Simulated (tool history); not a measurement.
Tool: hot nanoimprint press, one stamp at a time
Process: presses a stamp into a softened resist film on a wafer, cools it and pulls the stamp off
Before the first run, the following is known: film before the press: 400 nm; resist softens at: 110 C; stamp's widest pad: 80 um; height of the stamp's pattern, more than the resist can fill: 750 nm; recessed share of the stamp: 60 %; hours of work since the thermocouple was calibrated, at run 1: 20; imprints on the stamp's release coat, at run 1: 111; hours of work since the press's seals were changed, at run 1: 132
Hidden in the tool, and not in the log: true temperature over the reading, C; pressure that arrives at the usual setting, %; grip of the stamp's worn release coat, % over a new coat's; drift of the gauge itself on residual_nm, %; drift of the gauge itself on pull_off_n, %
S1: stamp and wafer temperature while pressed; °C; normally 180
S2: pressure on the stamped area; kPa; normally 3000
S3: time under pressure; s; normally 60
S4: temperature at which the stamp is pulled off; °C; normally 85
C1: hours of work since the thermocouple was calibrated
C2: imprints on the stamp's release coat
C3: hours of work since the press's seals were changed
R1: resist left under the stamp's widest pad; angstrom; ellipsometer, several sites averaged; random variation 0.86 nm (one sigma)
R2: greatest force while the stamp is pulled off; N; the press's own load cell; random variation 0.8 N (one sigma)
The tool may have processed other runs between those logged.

run 1 hour=0 | S1=180 S2=3000 S3=60 S4=85 | C1=20 C2=111 C3=132 | R1=1471 R2=148.6
run 2 hour=41.5 | S1=180 S2=3000 S3=60 S4=85 | C1=48 C2=268 C3=160 | R1=1451 R2=153.9
run 3 hour=96.3 | S1=180 S2=3000 S3=60 S4=85 | C1=86 C2=477 C3=198 | R1=1439 R2=160.1
run 4 hour=129.4 | S1=180 S2=3000 S3=60 S4=85 | C1=109 C2=602 C3=221 | R1=1445 R2=160.1
-- hour=139.3 stamp cleaned and given a new release coat
run 5 hour=165.3 | S1=180 S2=3000 S3=60 S4=85 | C1=129 C2=99 C3=241 | R1=1413 R2=147.3
run 6 hour=211.1 | S1=180 S2=3000 S3=60 S4=85 | C1=160 C2=273 C3=273 | R1=1421 R2=151.6
run 7 hour=245.9 | S1=180 S2=3000 S3=87 S4=85 | C1=184 C2=405 C3=296 | R1=1196 R2=155.1
run 8 hour=290 | S1=180 S2=3000 S3=87 S4=85 | C1=215 C2=573 C3=327 | R1=1192 R2=158.7
-- hour=306.4 stamp cleaned and given a new release coat
run 9 hour=355.4 | S1=180 S2=3000 S3=87 S4=85 | C1=255 C2=186 C3=367 | R1=1192 R2=148.6
run 10 hour=402.3 | S1=180 S2=3000 S3=87 S4=85 | C1=287 C2=364 C3=399 | R1=1188 R2=151.1
run 11 hour=432.4 | S1=180 S2=3000 S3=87 S4=85 | C1=308 C2=478 C3=420 | R1=1184 R2=154.3
-- hour=475.8 stamp cleaned and given a new release coat
run 12 hour=477.9 | S1=180 S2=3000 S3=87 S4=85 | C1=335 C2=8 C3=447 | R1=1177 R2=142.7
run 13 hour=516.5 | S1=171 S2=3000 S3=87 S4=85 | C1=361 C2=155 C3=474 | R1=1791 R2=144.8
run 14 hour=542.1 | S1=179 S2=3000 S3=87 S4=85 | C1=379 C2=253 C3=491 | R1=1214 R2=147.4
run 15 hour=573.4 | S1=179 S2=3000 S3=87 S4=85 | C1=401 C2=371 C3=513 | R1=1225 R2=150.6
run 16 hour=608.2 | S1=179 S2=3000 S3=85 S4=93 | C1=424 C2=503 C3=536 | R1=1225 R2=128.8
-- hour=644 stamp cleaned and given a new release coat
run 17 hour=656.1 | S1=179 S2=3000 S3=85 S4=93 | C1=453 C2=46 C3=565 | R1=1217 R2=118.2
run 18 hour=693.6 | S1=179 S2=3000 S3=85 S4=93 | C1=479 C2=189 C3=591 | R1=1207 R2=120.8
run 19 hour=732.4 | S1=184 S2=4030 S3=46 S4=72 | C1=505 C2=336 C3=617 | R1=1084 R2=190.4
run 20 hour=787.7 | S1=180 S2=3000 S3=49 S4=76 | C1=543 C2=546 C3=655 | R1=1430 R2=182.7
-- hour=812.3 stamp cleaned and given a new release coat
-- hour=824.5 plate thermocouple calibrated
run 21 hour=843.8 | S1=180 S2=2560 S3=49 S4=81 | C1=13 C2=108 C3=688 | R1=1725 R2=161.5
run 22 hour=881.1 | S1=180 S2=2560 S3=49 S4=81 | C1=39 C2=250 C3=713 | R1=1742 R2=166.3
run 23 hour=935.2 | S1=189 S2=1830 S3=32 S4=85 | C1=76 C2=455 C3=750 | R1=1626 R2=157.6
-- hour=984.5 stamp cleaned and given a new release coat
run 24 hour=987.5 | S1=189 S2=1830 S3=32 S4=85 | C1=108 C2=11 C3=782 | R1=1622 R2=146.5
run 25 hour=1028 | S1=181 S2=2180 S3=57 S4=75 | C1=135 C2=165 C3=810 | R1=1641 R2=179.7
run 26 hour=1087.8 | S1=183 S2=2180 S3=57 S4=75 | C1=176 C2=392 C3=851 | R1=1513 R2=185.5
run 27 hour=1133.1 | S1=188 S2=2180 S3=57 S4=81 | C1=207 C2=564 C3=882 | R1=1200 R2=171.7
-- hour=1153.5 stamp cleaned and given a new release coat
run 28 hour=1194.5 | S1=170 S2=2180 S3=32 S4=81 | C1=245 C2=155 C3=920 | R1=2945 R2=162.2
run 29 hour=1238 | S1=170 S2=2180 S3=32 S4=81 | C1=275 C2=321 C3=949 | R1=2935 R2=163.1

Forecast each of these 4 alternatives for the next run:
run A hour=1290.7 | S1=179 S2=3000 S3=60 S4=72 | C1=311 C2=521 C3=986 | R1=? R2=?
run B hour=1290.7 | S1=170 S2=2420 S3=31 S4=81 | C1=311 C2=521 C3=986 | R1=? R2=?
run C hour=1290.7 | S1=178 S2=3000 S3=51 S4=70 | C1=311 C2=521 C3=986 | R1=? R2=?
run D hour=1290.7 | S1=170 S2=2290 S3=43 S4=77 | C1=311 C2=521 C3=986 | R1=? R2=?

run=A R1=1482 R2=199.2
run=B R1=2877 R2=167.8
run=C R1=1652 R2=205.9
run=D R1=2679 R2=184
Without the tool's unlogged condition, the same runs would have read:
run=A R1=1522 R2=187
run=B R1=2950 R2=158.1
run=C R1=1696 R2=193
run=D R1=2760 R2=173

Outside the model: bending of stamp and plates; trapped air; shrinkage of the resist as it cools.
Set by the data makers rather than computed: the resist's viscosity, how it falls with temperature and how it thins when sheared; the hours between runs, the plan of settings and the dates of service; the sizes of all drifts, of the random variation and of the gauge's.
